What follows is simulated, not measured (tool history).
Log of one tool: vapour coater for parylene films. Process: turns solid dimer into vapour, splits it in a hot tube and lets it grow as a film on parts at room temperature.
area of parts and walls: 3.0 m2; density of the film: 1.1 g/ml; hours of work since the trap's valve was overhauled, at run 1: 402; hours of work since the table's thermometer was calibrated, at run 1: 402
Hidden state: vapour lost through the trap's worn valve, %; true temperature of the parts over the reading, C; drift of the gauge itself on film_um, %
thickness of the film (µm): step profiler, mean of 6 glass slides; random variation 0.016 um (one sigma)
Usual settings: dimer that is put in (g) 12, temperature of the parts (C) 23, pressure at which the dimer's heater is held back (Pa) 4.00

| run | day | dimer that is put in (g) | temperature of the parts (C) | pressure at which the dimer's heater is held back (Pa) | hours of work since the trap's valve was overhauled | hours of work since the table's thermometer was calibrated | thickness of the film (µm) |
|---|---|---|---|---|---|---|---|
| 1 | 0.000 | 12 | 23 | 4.00 | 402 | 402 | 1.65 |
| 2 | 0.679 | 12 | 23 | 4.00 | 414 | 414 | 1.67 |
|  | 1.175 | trap's valve overhauled |
| 3 | 1.654 | 12 | 23 | 4.00 | 9 | 429 | 1.87 |
| 4 | 2.433 | 12 | 23 | 4.00 | 23 | 443 | 1.85 |
| 5 | 3.083 | 12 | 23 | 4.00 | 35 | 455 | 1.87 |
| 6 | 3.988 | 12 | 23 | 4.00 | 51 | 471 | 1.85 |
| 7 | 4.446 | 12 | 23 | 4.00 | 59 | 479 | 1.86 |
| 8 | 5.017 | 12 | 23 | 4.00 | 69 | 490 | 1.84 |
| 9 | 5.804 | 12 | 23 | 2.04 | 84 | 504 | 2.14 |
| 10 | 6.200 | 12 | 23 | 2.04 | 91 | 511 | 2.11 |
| 11 | 6.654 | 12 | 23 | 4.00 | 99 | 519 | 1.82 |
|  | 6.746 | table's thermometer calibrated |
| 12 | 7.504 | 12 | 23 | 4.00 | 114 | 14 | 1.80 |
| 13 | 7.992 | 12 | 23 | 4.86 | 122 | 23 | 1.71 |
| 14 | 8.838 | 6 | 23 | 4.86 | 138 | 38 | 0.85 |
| 15 | 9.508 | 7 | 16 | 4.86 | 150 | 50 | 1.17 |
|  | 10.288 | table's thermometer calibrated, once more |
| 16 | 10.288 | 12 | 15 | 4.00 | 163 | 0 | 2.23 |
| 17 | 10.854 | 22 | 22 | 2.03 | 173 | 10 | 3.93 |
| 18 | 11.733 | 6 | 26 | 4.00 | 189 | 26 | 0.86 |
| 19 | 12.367 | 12 | 26 | 5.97 | 201 | 38 | 1.53 |
| 20 | 12.771 | 12 | 26 | 5.97 | 208 | 45 | 1.55 |
| 21 | 13.375 | 9 | 21 | 3.34 | 219 | 56 | 1.46 |
| 22 | 13.938 | 13 | 19 | 4.00 | 229 | 66 | 2.14 |
| 23 | 14.721 | 13 | 15 | 2.32 | 243 | 80 | 2.64 |
| 24 | 15.225 | 13 | 15 | 6.38 | 252 | 89 | 2.08 |

Hidden state or all else? Some run-to-run changes of thickness of the film (µm), split into what the settings, what came in and random variation would give without the hidden state, and what is left for the hidden state (with any gauge scatter that isn't in both results):
Run 2 -> 3: trap's valve overhauled. thickness of the film (µm) +0.20: hidden state +0.21, all else -0.01.
Run 16 -> 17: dimer that is put in (g) 12 -> 22, temperature of the parts (C) 15 -> 22, pressure at which the dimer's heater is held back (Pa) 4.00 -> 2.03. thickness of the film (µm) +1.70: hidden state -0.09, all else +1.79.
Run 17 -> 18: dimer that is put in (g) 22 -> 6, temperature of the parts (C) 22 -> 26, pressure at which the dimer's heater is held back (Pa) 2.03 -> 4.00. thickness of the film (µm) -3.07: hidden state +0.15, all else -3.22.
